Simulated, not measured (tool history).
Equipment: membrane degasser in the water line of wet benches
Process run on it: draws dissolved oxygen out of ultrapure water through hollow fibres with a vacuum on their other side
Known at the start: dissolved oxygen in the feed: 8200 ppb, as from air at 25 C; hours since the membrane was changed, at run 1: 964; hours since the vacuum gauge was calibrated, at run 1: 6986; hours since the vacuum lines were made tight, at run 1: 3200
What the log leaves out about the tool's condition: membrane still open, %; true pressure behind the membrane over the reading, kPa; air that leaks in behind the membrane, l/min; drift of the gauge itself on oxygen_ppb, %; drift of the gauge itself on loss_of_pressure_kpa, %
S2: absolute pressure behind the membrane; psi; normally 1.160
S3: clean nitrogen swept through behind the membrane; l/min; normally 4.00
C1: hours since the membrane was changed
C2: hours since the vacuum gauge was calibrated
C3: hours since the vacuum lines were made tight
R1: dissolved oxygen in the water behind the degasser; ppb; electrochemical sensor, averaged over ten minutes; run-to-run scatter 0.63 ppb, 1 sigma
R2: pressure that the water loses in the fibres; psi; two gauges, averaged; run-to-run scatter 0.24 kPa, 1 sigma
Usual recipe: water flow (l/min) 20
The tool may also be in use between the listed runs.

{"run": 1, "hour": 0.0, "water flow (l/min)": 20, "S2": 1.16, "S3": 4.0, "C1": 964, "C2": 6986, "C3": 3200, "R1": 60.0, "R2": 8.944}
{"run": 2, "hour": 85.9, "water flow (l/min)": 20, "S2": 1.16, "S3": 4.64, "C1": 1050, "C2": 7072, "C3": 3286, "R1": 52.5, "R2": 9.013}
{"run": 3, "hour": 225.2, "water flow (l/min)": 29, "S2": 1.16, "S3": 4.64, "C1": 1189, "C2": 7211, "C3": 3426, "R1": 86.1, "R2": 13.014}
{"run": 4, "hour": 345.8, "water flow (l/min)": 20, "S2": 1.16, "S3": 8.58, "C1": 1310, "C2": 7331, "C3": 3546, "R1": 30.0, "R2": 8.898}
{"run": 5, "hour": 469.6, "water flow (l/min)": 20, "S2": 1.16, "S3": 8.58, "C1": 1434, "C2": 7455, "C3": 3670, "R1": 29.4, "R2": 8.973}
{"run": 6, "hour": 529.2, "water flow (l/min)": 20, "S2": 1.16, "S3": 8.58, "C1": 1493, "C2": 7515, "C3": 3730, "R1": 29.9, "R2": 8.918}
{"run": 7, "hour": 664.7, "water flow (l/min)": 20, "S2": 1.16, "S3": 8.58, "C1": 1629, "C2": 7650, "C3": 3865, "R1": 29.9, "R2": 8.931}
{"run": 8, "hour": 795.5, "water flow (l/min)": 20, "S2": 1.16, "S3": 8.58, "C1": 1760, "C2": 7781, "C3": 3996, "R1": 30.1, "R2": 8.942}
{"run": 9, "hour": 907.1, "water flow (l/min)": 20, "S2": 1.16, "S3": 2.53, "C1": 1871, "C2": 7893, "C3": 4107, "R1": 91.6, "R2": 8.884}
{"run": 10, "hour": 968.7, "water flow (l/min)": 20, "S2": 1.16, "S3": 2.53, "C1": 1933, "C2": 7954, "C3": 4169, "R1": 91.8, "R2": 8.913}
{"run": 11, "hour": 1039.6, "water flow (l/min)": 20, "S2": 1.16, "S3": 2.53, "C1": 2004, "C2": 8025, "C3": 4240, "R1": 91.8, "R2": 8.93}
{"run": 12, "hour": 1132.3, "water flow (l/min)": 20, "S2": 1.16, "S3": 4.0, "C1": 2096, "C2": 8118, "C3": 4333, "R1": 59.2, "R2": 8.844}
{"run": 13, "hour": 1215.0, "water flow (l/min)": 20, "S2": 0.716, "S3": 4.0, "C1": 2179, "C2": 8201, "C3": 4415, "R1": 23.8, "R2": 8.927}
{"run": 14, "hour": 1345.2, "water flow (l/min)": 20, "S2": 1.285, "S3": 4.0, "C1": 2309, "C2": 8331, "C3": 4546, "R1": 70.7, "R2": 8.918}
{"run": 15, "hour": 1441.7, "water flow (l/min)": 31, "S2": 1.16, "S3": 4.0, "C1": 2406, "C2": 8427, "C3": 4642, "R1": 108.4, "R2": 13.69}
{"run": 16, "hour": 1527.9, "water flow (l/min)": 31, "S2": 1.16, "S3": 4.0, "C1": 2492, "C2": 8513, "C3": 4728, "R1": 107.2, "R2": 13.848}
{"run": 17, "hour": 1598.7, "water flow (l/min)": 20, "S2": 1.16, "S3": 4.0, "C1": 2563, "C2": 8584, "C3": 4799, "R1": 60.6, "R2": 8.833}
{"hour": 1668.6, "done": "vacuum gauge calibrated"}
{"run": 18, "hour": 1689.6, "water flow (l/min)": 20, "S2": 2.44, "S3": 6.81, "C1": 2653, "C2": 21, "C3": 4889, "R1": 98.5, "R2": 8.94}
{"run": 19, "hour": 1788.4, "water flow (l/min)": 20, "S2": 1.217, "S3": 3.12, "C1": 2752, "C2": 120, "C3": 4988, "R1": 82.7, "R2": 8.862}
{"run": 20, "hour": 1881.8, "water flow (l/min)": 32, "S2": 1.16, "S3": 4.0, "C1": 2845, "C2": 213, "C3": 5082, "R1": 111.2, "R2": 14.202}
{"run": 21, "hour": 1986.4, "water flow (l/min)": 20, "S2": 2.184, "S3": 11.43, "C1": 2950, "C2": 318, "C3": 5186, "R1": 53.2, "R2": 8.844}
{"run": 22, "hour": 2063.8, "water flow (l/min)": 25, "S2": 1.16, "S3": 4.0, "C1": 3027, "C2": 395, "C3": 5264, "R1": 79.0, "R2": 11.055}
{"run": 23, "hour": 2181.6, "water flow (l/min)": 21, "S2": 2.125, "S3": 4.79, "C1": 3145, "C2": 513, "C3": 5381, "R1": 122.6, "R2": 9.28}
{"run": 24, "hour": 2311.4, "water flow (l/min)": 20, "S2": 0.802, "S3": 4.0, "C1": 3275, "C2": 643, "C3": 5511, "R1": 31.2, "R2": 8.786}
{"run": 25, "hour": 2451.9, "water flow (l/min)": 26, "S2": 0.802, "S3": 3.53, "C1": 3416, "C2": 783, "C3": 5652, "R1": 49.2, "R2": 11.448}
{"hour": 2569.5, "done": "gauge calibrated"}
{"run": 26, "hour": 2587.7, "water flow (l/min)": 26, "S2": 0.802, "S3": 3.53, "C1": 3551, "C2": 919, "C3": 5788, "R1": 50.1, "R2": 11.647}
{"run": 27, "hour": 2723.5, "water flow (l/min)": 14, "S2": 1.082, "S3": 1.65, "C1": 3687, "C2": 1055, "C3": 5923, "R1": 86.1, "R2": 6.273}
{"run": 28, "hour": 2858.6, "water flow (l/min)": 17, "S2": 0.967, "S3": 4.94, "C1": 3822, "C2": 1190, "C3": 6058, "R1": 29.8, "R2": 7.617}
{"run": 29, "hour": 2918.9, "water flow (l/min)": 13, "S2": 2.276, "S3": 1.75, "C1": 3883, "C2": 1250, "C3": 6119, "R1": 221.2, "R2": 5.858}
{"hour": 3021.5, "done": "seals of the vacuum lines changed"}
{"run": 30, "hour": 3021.5, "water flow (l/min)": 30, "S2": 1.852, "S3": 2.06, "C1": 3983, "C2": 1351, "C3": 0, "R1": 327.3, "R2": 13.515}
{"run": 31, "hour": 3091.7, "water flow (l/min)": 16, "S2": 2.115, "S3": 4.23, "C1": 4053, "C2": 1421, "C3": 70, "R1": 104.5, "R2": 7.181}
{"run": 32, "hour": 3211.7, "water flow (l/min)": 20, "S2": 2.406, "S3": 11.25, "C1": 4173, "C2": 1541, "C3": 190, "R1": 60.7, "R2": 8.907}
{"run": 33, "hour": 3320.0, "water flow (l/min)": 22, "S2": 1.16, "S3": 10.83, "C1": 4282, "C2": 1649, "C3": 299, "R1": 27.5, "R2": 9.835}

Predict each of these 3 candidate next runs independently; none follows another, all start after run 33:
{"run": "A", "hour": 3420.6, "water flow (l/min)": 30, "S2": 1.118, "S3": 10.83, "C1": 4382, "C2": 1750, "C3": 399, "R1": "?", "R2": "?"}
{"run": "B", "hour": 3420.6, "water flow (l/min)": 20, "S2": 1.352, "S3": 2.65, "C1": 4382, "C2": 1750, "C3": 399, "R1": "?", "R2": "?"}
{"run": "C", "hour": 3420.6, "water flow (l/min)": 16, "S2": 0.748, "S3": 11.58, "C1": 4382, "C2": 1750, "C3": 399, "R1": "?", "R2": "?"}

run=A R1=47.8 R2=13.454
run=B R1=110.0 R2=8.987
run=C R1=7.5 R2=7.129
Without the tool's unlogged condition, the same runs would have read:
run=A R1=47.7 R2=13.538
run=B R1=110.0 R2=9.043
run=C R1=7.5 R2=7.174
